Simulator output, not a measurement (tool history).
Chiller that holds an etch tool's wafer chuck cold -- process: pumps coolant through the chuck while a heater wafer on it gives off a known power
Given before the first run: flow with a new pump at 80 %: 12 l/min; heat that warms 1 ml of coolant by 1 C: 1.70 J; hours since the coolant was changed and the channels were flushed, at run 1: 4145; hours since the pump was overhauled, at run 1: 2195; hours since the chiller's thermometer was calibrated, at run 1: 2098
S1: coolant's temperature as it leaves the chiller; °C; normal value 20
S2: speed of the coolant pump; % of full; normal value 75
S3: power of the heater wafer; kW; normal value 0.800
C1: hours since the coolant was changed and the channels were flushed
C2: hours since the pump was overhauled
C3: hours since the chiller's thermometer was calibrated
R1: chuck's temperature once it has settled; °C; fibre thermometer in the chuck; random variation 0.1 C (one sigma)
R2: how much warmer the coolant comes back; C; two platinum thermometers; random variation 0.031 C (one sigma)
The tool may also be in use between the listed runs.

Run 1, day 0.000: usual settings; C1 4145; C2 2195; C3 2098. Result: R1 27.0 °C, R2 2.58 C.
Run 2, day 2.138: usual settings but S2 83 % of full; C1 4196; C2 2246; C3 2149. Result: R1 26.5 °C, R2 2.36 C.
Run 3, day 4.746: usual settings but S2 83 % of full; C1 4259; C2 2309; C3 2212. Result: R1 26.4 °C, R2 2.38 C.
Run 4, day 7.412: usual settings but S2 64 % of full; C1 4323; C2 2373; C3 2276. Result: R1 28.1 °C, R2 3.09 C.
Run 5, day 8.650: usual settings but S2 64 % of full; C1 4352; C2 2402; C3 2305. Result: R1 28.1 °C, R2 3.05 C.
Run 6, day 10.333: usual settings but S2 64 % of full; C1 4393; C2 2443; C3 2346. Result: R1 28.2 °C, R2 3.04 C.
Run 7, day 12.871: usual settings but S2 64 % of full; C1 4454; C2 2504; C3 2407. Result: R1 28.0 °C, R2 3.03 C.
Run 8, day 14.554: usual settings but S2 64 % of full; C1 4494; C2 2544; C3 2447. Result: R1 28.1 °C, R2 3.08 C.
Run 9, day 16.000: usual settings but S2 64 % of full; C1 4529; C2 2579; C3 2482. Result: R1 28.2 °C, R2 3.03 C.
Run 10, day 17.883: usual settings but S2 64 % of full; C1 4574; C2 2624; C3 2527. Result: R1 28.1 °C, R2 3.02 C.
Run 11, day 20.142: usual settings but S1 12 °C; C1 4628; C2 2678; C3 2581. Result: R1 19.3 °C, R2 2.62 C.
Run 12, day 21.325: usual settings but S1 26 °C, S2 69 % of full, S3 0.477 kW; C1 4656; C2 2706; C3 2609. Result: R1 30.7 °C, R2 1.71 C.
Run 13, day 23.083: usual settings but S1 11 °C, S2 89 % of full, S3 0.652 kW; C1 4699; C2 2749; C3 2652. Result: R1 16.4 °C, R2 1.80 C.
Run 14, day 24.379: usual settings but S1 19 °C, S2 89 % of full, S3 0.951 kW; C1 4730; C2 2780; C3 2683. Result: R1 26.6 °C, R2 2.63 C.
Run 15, day 25.758: usual settings but S1 15 °C, S2 100 % of full, S3 0.639 kW; C1 4763; C2 2813; C3 2716. Result: R1 19.7 °C, R2 1.63 C.
Run 16, day 27.583: usual settings but S1 15 °C, S2 100 % of full, S3 0.737 kW; C1 4807; C2 2857; C3 2760. Result: R1 20.5 °C, R2 1.81 C.
Run 17, day 28.925: usual settings but S1 15 °C, S2 100 % of full, S3 0.507 kW; C1 4839; C2 2889; C3 2792. Result: R1 18.8 °C, R2 1.26 C.
Run 18, day 31.683: usual settings but S1 15 °C, S2 100 % of full, S3 0.507 kW; C1 4905; C2 2955; C3 2858. Result: R1 18.8 °C, R2 1.28 C.
Run 19, day 33.296: usual settings but S1 15 °C, S2 100 % of full, S3 0.507 kW; C1 4944; C2 2994; C3 2897. Result: R1 18.8 °C, R2 1.21 C.
Run 20, day 34.967: usual settings but S1 15 °C, S2 100 % of full, S3 0.507 kW; C1 4984; C2 3034; C3 2937. Result: R1 18.8 °C, R2 1.35 C.
Run 21, day 36.367: usual settings but S1 24 °C, S2 100 % of full, S3 0.594 kW; C1 5018; C2 3067; C3 2970. Result: R1 28.5 °C, R2 1.43 C.

Alternative continuations, all from the tool just after run 21; predict every row:
At day 39.021: chiller's thermometer calibrated.
Run A, day 39.062: usual settings but S1 19 °C, S2 83 % of full, S3 0.594 kW; C1 5081; C2 3131; C3 1. Result: R1 ?, R2 ?.
At day 39.021: chiller's thermometer calibrated.
Run B, day 39.062: usual settings but S1 16 °C; C1 5081; C2 3131; C3 1. Result: R1 ?, R2 ?.
At day 39.021: chiller's thermometer calibrated.
Run C, day 39.062: usual settings but S1 24 °C, S2 92 % of full, S3 0.756 kW; C1 5081; C2 3131; C3 1. Result: R1 ?, R2 ?.
At day 39.021: chiller's thermometer calibrated.
Run D, day 39.062: usual settings but S1 19 °C; C1 5081; C2 3131; C3 1. Result: R1 ?, R2 ?.
At day 39.021: chiller's thermometer calibrated.
Run E, day 39.062: usual settings but S2 63 % of full, S3 1.037 kW; C1 5081; C2 3131; C3 1. Result: R1 ?, R2 ?.

run    R1    R2
  A  23.7  1.77
  B  23.1  2.70
  C  29.5  2.04
  D  25.8  2.61
  E  30.6  4.00
Take away the tool's hidden state, keep each run's random variation, and the runs would have read:
run    R1    R2
  A  22.9  1.68
  B  21.9  2.56
  C  28.6  1.93
  D  24.6  2.48
  E  28.9  3.80

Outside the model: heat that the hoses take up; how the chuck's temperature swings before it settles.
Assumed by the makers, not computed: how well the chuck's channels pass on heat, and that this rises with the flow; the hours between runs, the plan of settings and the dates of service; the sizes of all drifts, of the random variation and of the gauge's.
